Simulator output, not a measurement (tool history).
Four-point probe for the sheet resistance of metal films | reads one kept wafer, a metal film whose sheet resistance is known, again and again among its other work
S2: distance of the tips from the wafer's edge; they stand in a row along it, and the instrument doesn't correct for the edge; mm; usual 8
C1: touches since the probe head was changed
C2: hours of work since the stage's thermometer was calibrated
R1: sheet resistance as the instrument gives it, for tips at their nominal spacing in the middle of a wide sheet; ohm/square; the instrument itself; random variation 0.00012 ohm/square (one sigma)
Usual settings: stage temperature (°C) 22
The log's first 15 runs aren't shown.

Run 16, hour 1339.3: usual settings; C1 61354; C2 1069. Result: R1 0.580491 ohm/square.
Run 17, hour 1418.4: usual settings but S2 3 mm; C1 62986; C2 1132. Result: R1 0.608027 ohm/square.
Run 18, hour 1491.4: usual settings but S2 3 mm; C1 64491; C2 1191. Result: R1 0.607922 ohm/square.
Run 19, hour 1547: usual settings but stage temperature (°C) 27, S2 5 mm; C1 65636; C2 1235. Result: R1 0.587835 ohm/square.
Run 20, hour 1674.3: usual settings but stage temperature (°C) 34, S2 5 mm; C1 68261; C2 1336. Result: R1 0.587718 ohm/square.
Run 21, hour 1779.5: usual settings but stage temperature (°C) 34, S2 5 mm; C1 70430; C2 1420. Result: R1 0.587793 ohm/square.
Run 22, hour 1855: usual settings but stage temperature (°C) 34, S2 5 mm; C1 71987; C2 1481. Result: R1 0.588058 ohm/square.
Run 23, hour 1965.7: usual settings but stage temperature (°C) 34, S2 5 mm; C1 74269; C2 1569. Result: R1 0.588085 ohm/square.
Run 24, hour 2036.7: usual settings but stage temperature (°C) 32, S2 5 mm; C1 75732; C2 1626. Result: R1 0.588202 ohm/square.
At hour 2048.5: stage's thermometer calibrated.
Run 25, hour 2097.4: usual settings but stage temperature (°C) 32, S2 24 mm; C1 76972; C2 39. Result: R1 0.576901 ohm/square.
Run 26, hour 2196.6: usual settings but stage temperature (°C) 35; C1 79018; C2 118. Result: R1 0.581187 ohm/square.
Run 27, hour 2304.2: usual settings but stage temperature (°C) 35; C1 81236; C2 204. Result: R1 0.581416 ohm/square.
Run 28, hour 2374.8: usual settings but stage temperature (°C) 24, S2 44 mm; C1 82692; C2 260. Result: R1 0.577109 ohm/square.
Run 29, hour 2484.3: usual settings but stage temperature (°C) 25, S2 44 mm; C1 84949; C2 348. Result: R1 0.577132 ohm/square.
At hour 2537.1: stage's thermometer calibrated, once more.
Run 30, hour 2563.7: usual settings but stage temperature (°C) 25, S2 44 mm; C1 86576; C2 21. Result: R1 0.576836 ohm/square.
Run 31, hour 2642.2: usual settings but stage temperature (°C) 31, S2 26 mm; C1 88194; C2 84. Result: R1 0.577161 ohm/square.
Run 32, hour 2762.3: usual settings but stage temperature (°C) 21, S2 20 mm; C1 90670; C2 180. Result: R1 0.577889 ohm/square.
Run 33, hour 2837.4: usual settings but stage temperature (°C) 23, S2 26 mm; C1 92219; C2 240. Result: R1 0.577363 ohm/square.
Run 34, hour 2950.4: usual settings but stage temperature (°C) 23, S2 26 mm; C1 94548; C2 330. Result: R1 0.577651 ohm/square.
Run 35, hour 3038.5: usual settings but stage temperature (°C) 25, S2 66 mm; C1 96364; C2 400. Result: R1 0.577279 ohm/square.
Run 36, hour 3136.9: usual settings but stage temperature (°C) 25, S2 44 mm; C1 98393; C2 479. Result: R1 0.577595 ohm/square.

Forecast each of these 5 alternatives for the next run:
Run A, hour 3230.8: usual settings but stage temperature (°C) 20, S2 4 mm; C1 100329; C2 554. Result: R1 ?.
Run B, hour 3230.8: usual settings but stage temperature (°C) 24, S2 23 mm; C1 100329; C2 554. Result: R1 ?.
Run C, hour 3230.8: usual settings but stage temperature (°C) 26, S2 26 mm; C1 100329; C2 554. Result: R1 ?.
Run D, hour 3230.8: usual settings but stage temperature (°C) 26, S2 34 mm; C1 100329; C2 554. Result: R1 ?.
Run E, hour 3230.8: usual settings but stage temperature (°C) 18; C1 100329; C2 554. Result: R1 ?.

run        R1
  A  0.596386
  B  0.578307
  C  0.578009
  D  0.577773
  E  0.582455
Without the tool's hidden state the same runs would have given:
run        R1
  A   0.58889
  B  0.571023
  C  0.570729
  D  0.570496
  E   0.57512
